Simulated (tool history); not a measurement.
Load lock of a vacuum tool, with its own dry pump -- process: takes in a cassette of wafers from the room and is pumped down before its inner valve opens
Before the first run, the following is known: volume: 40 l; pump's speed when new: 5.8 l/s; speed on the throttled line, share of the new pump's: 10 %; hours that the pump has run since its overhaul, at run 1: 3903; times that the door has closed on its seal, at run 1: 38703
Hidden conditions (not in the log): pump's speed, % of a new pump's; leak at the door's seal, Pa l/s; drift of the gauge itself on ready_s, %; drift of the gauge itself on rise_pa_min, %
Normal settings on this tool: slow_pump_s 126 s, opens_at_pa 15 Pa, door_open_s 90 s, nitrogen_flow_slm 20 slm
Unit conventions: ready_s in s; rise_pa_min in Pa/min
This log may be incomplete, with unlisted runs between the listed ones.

run,day,slow_pump_s,opens_at_pa,door_open_s,nitrogen_flow_slm,hours that the pump has run since its overhaul,times that the door has closed on its seal,"incoming humidity of the room's air, %",ready_s,rise_pa_min
1,0,126,15,90,20,3903,38703,46,177,0.106
2,4.979,126,15,90,20,4022,39101,42,177.6,0.111
3,11.121,126,15,90,20,4170,39593,41.7,176.7,0.103
4,14.288,126,15,90,20,4246,39846,40.7,176.6,0.11
5,18.483,126,15,90,20,4346,40181,45.1,176.8,0.112
6,23.538,126,15,90,20,4468,40585,47.7,178,0.113
7,26.683,126,15,90,20,4543,40837,45.1,177.8,0.102
8,32.425,126,15,90,20,4681,41296,43.4,177.5,0.114
9,35.583,141,15,90,20,4757,41549,47.3,190.3,0.114
10,41.225,141,15,90,20,4892,42000,46.3,190.9,0.117
11,45.962,141,15,90,20,5006,42379,46.8,191.6,0.12
12,49.096,126,15,90,20,5081,42629,45.2,178.1,0.116
13,51.933,126,15,90,20,5149,42856,44.8,176.7,0.113
14,56.946,126,15,90,20,5269,43257,45.4,177.7,0.116
15,60.742,126,15,90,20,5361,43561,46,177,0.116
16,64.525,126,15,90,20,5451,43863,44.2,178,0.117
17,70.438,126,15,90,20,5593,44336,45,177.6,0.119
18,75.946,126,15,90,20,5725,44776,45.2,178.3,0.121
19,80.833,126,15,90,20,5843,45167,43.5,178.3,0.123
20,83.912,126,15,205,20,5917,45414,44,177.9,0.131
21,87.562,166,22,227,36,6004,45706,45.4,211.2,0.127
22,91.346,166,22,227,36,6095,46008,45,210.3,0.127
23,96.108,128,15,227,36,6209,46389,45.4,179.9,0.129
24,99.575,128,15,83,36,6293,46666,43.3,179.6,0.117
25,104.658,162,27,90,20,6414,47072,49.5,205.5,0.139
26,109.417,186,15,213,20,6529,47453,44,231,0.136
27,115.679,126,10,45,20,6679,47954,47,182.7,0.132
28,119.404,126,15,90,5,6768,48252,46.3,177.8,0.148
29,123.45,135,10,90,20,6866,48575,41.1,189.3,0.13
30,127.908,126,15,73,20,6972,48932,46.7,178.1,0.136
31,131.767,126,15,73,20,7065,49240,46.3,179.4,0.133
32,134.583,75,11,126,24,7133,49466,43,135.5,0.138
33,139.421,78,16,90,20,7249,49852,40.9,136.6,0.135
34,144.583,78,16,90,20,7373,50265,44.3,135.8,0.139
35,147.617,146,15,43,5,7445,50508,42.3,197,0.139
36,151.279,72,15,43,33,7533,50801,45.4,130.7,0.129
37,156.817,72,21,37,33,7666,51243,48.6,127.3,0.131

Difference, measured minus no-hidden-state, one row per run. Run-to-run variation is common to both terms; the gauge's own scatter need not be:
run,ready_s,rise_pa_min
1,+2,+0.065
2,+2.1,+0.067
3,+2.2,+0.069
4,+2.2,+0.069
5,+2.3,+0.071
6,+2.3,+0.07
7,+2.4,+0.071
8,+2.4,+0.073
9,+2.3,+0.074
10,+2.4,+0.074
11,+2.5,+0.076
12,+2.6,+0.076
13,+2.6,+0.078
14,+2.7,+0.078
15,+2.8,+0.08
16,+2.8,+0.08
17,+2.9,+0.082
18,+3,+0.083
19,+3,+0.084
20,+3,+0.084
21,+2.7,+0.087
22,+2.7,+0.087
23,+3.2,+0.088
24,+3.3,+0.089
25,+2.8,+0.091
26,+3.1,+0.089
27,+3.7,+0.092
28,+3.6,+0.095
29,+3.8,+0.094
30,+3.7,+0.097
31,+3.7,+0.097
32,+4.3,+0.098
33,+4.2,+0.098
34,+4.2,+0.101
35,+3.7,+0.099
36,+4.3,+0.101
37,+4.4,+0.104
